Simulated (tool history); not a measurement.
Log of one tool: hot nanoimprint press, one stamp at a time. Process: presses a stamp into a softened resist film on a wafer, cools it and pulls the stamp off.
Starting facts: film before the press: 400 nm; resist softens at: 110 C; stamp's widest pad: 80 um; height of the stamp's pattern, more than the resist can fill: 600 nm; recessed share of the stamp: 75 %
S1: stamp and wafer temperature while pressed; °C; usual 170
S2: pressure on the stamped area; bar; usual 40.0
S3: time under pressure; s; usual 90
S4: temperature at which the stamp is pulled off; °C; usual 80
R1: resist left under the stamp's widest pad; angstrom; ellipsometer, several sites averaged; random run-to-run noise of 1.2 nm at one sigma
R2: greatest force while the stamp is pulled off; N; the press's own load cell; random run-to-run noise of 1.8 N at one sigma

run 1 day=0.000 | S1=170 S2=40.0 S3=90 S4=80 | R1=1758 R2=102
run 2 day=1.829 | S1=177 S2=40.0 S3=90 S4=80 | R1=1252 R2=104
run 3 day=4.600 | S1=177 S2=40.0 S3=90 S4=80 | R1=1245 R2=104
-- day=5.833 stamp cleaned and given a new release coat
run 4 day=7.242 | S1=177 S2=40.0 S3=90 S4=80 | R1=1240 R2=98
run 5 day=9.988 | S1=177 S2=40.0 S3=90 S4=80 | R1=1222 R2=103
run 6 day=12.475 | S1=172 S2=40.0 S3=90 S4=80 | R1=1561 R2=108
-- day=13.196 plate thermocouple calibrated
-- day=14.504 stamp cleaned and given a new release coat
run 7 day=14.504 | S1=170 S2=40.0 S3=134 S4=80 | R1=1660 R2=100
run 8 day=17.138 | S1=170 S2=40.0 S3=134 S4=80 | R1=1637 R2=103
run 9 day=19.262 | S1=173 S2=40.0 S3=134 S4=80 | R1=1400 R2=103
run 10 day=21.625 | S1=173 S2=40.0 S3=134 S4=80 | R1=1401 R2=111
-- day=22.896 stamp cleaned and given a new release coat
run 11 day=24.471 | S1=170 S2=54.0 S3=90 S4=80 | R1=1559 R2=101
run 12 day=26.158 | S1=170 S2=54.0 S3=90 S4=80 | R1=1573 R2=105
run 13 day=27.762 | S1=170 S2=40.0 S3=90 S4=85 | R1=1821 R2=99
run 14 day=29.808 | S1=170 S2=40.0 S3=90 S4=85 | R1=1803 R2=101
-- day=31.388 stamp cleaned and given a new release coat
-- day=31.721 press's hydraulic seals changed and the load cell set to zero
run 15 day=31.721 | S1=170 S2=40.0 S3=90 S4=85 | R1=1741 R2=94
run 16 day=33.304 | S1=170 S2=45.2 S3=90 S4=76 | R1=1631 R2=104
run 17 day=35.729 | S1=170 S2=33.0 S3=57 S4=80 | R1=2224 R2=104
run 18 day=36.962 | S1=170 S2=52.4 S3=143 S4=80 | R1=1272 R2=106
run 19 day=39.788 | S1=162 S2=45.7 S3=96 S4=66 | R1=2358 R2=123
-- day=40.175 stamp cleaned and given a new release coat
-- day=42.542 plate thermocouple calibrated
run 20 day=42.542 | S1=178 S2=40.0 S3=58 S4=83 | R1=1443 R2=99
run 21 day=45.071 | S1=176 S2=37.0 S3=64 S4=80 | R1=1594 R2=107
run 22 day=46.696 | S1=176 S2=37.0 S3=64 S4=80 | R1=1585 R2=106
-- day=48.833 stamp cleaned and given a new release coat
run 23 day=49.075 | S1=176 S2=37.0 S3=64 S4=80 | R1=1585 R2=99
run 24 day=51.258 | S1=164 S2=37.0 S3=158 S4=82 | R1=2133 R2=102
run 25 day=53.108 | S1=164 S2=37.0 S3=158 S4=82 | R1=2116 R2=104
run 26 day=55.800 | S1=164 S2=37.0 S3=158 S4=82 | R1=2094 R2=105
-- day=57.338 stamp cleaned and given a new release coat
run 27 day=57.608 | S1=164 S2=57.3 S3=127 S4=82 | R1=1773 R2=99
run 28 day=59.071 | S1=164 S2=57.3 S3=127 S4=82 | R1=1786 R2=98

For some of the steps in R1 from one run to the next: how much would appear even if the tool had no hidden state, given the settings, what came in and random variation, and how much remains for the hidden state plus any gauge scatter that the measured result and the result without hidden state don't share?
Hidden conditions of the tool in this case: true temperature over the reading, C; pressure that arrives at the usual setting, %; grip of the stamp's worn release coat, % over a new coat's; drift of the gauge itself on residual_nm, %; drift of the gauge itself on pull_off_n, %.
Run 6 -> 7: S1 172 -> 170, S3 90 -> 134, plate thermocouple calibrated, stamp cleaned and given a new release coat. R1 +99 angstrom: hidden state +151, all else -52.
Run 17 -> 18: S2 33.0 -> 52.4, S3 57 -> 143. R1 -952 angstrom: hidden state +25, all else -977.
Run 18 -> 19: S1 170 -> 162, S2 52.4 -> 45.7, S3 143 -> 96, S4 80 -> 66. R1 +1086 angstrom: hidden state -62, all else +1148.
Run 19 -> 20: S1 162 -> 178, S2 45.7 -> 40.0, S3 96 -> 58, S4 66 -> 83, stamp cleaned and given a new release coat, plate thermocouple calibrated. R1 -915 angstrom: hidden state +143, all else -1058.

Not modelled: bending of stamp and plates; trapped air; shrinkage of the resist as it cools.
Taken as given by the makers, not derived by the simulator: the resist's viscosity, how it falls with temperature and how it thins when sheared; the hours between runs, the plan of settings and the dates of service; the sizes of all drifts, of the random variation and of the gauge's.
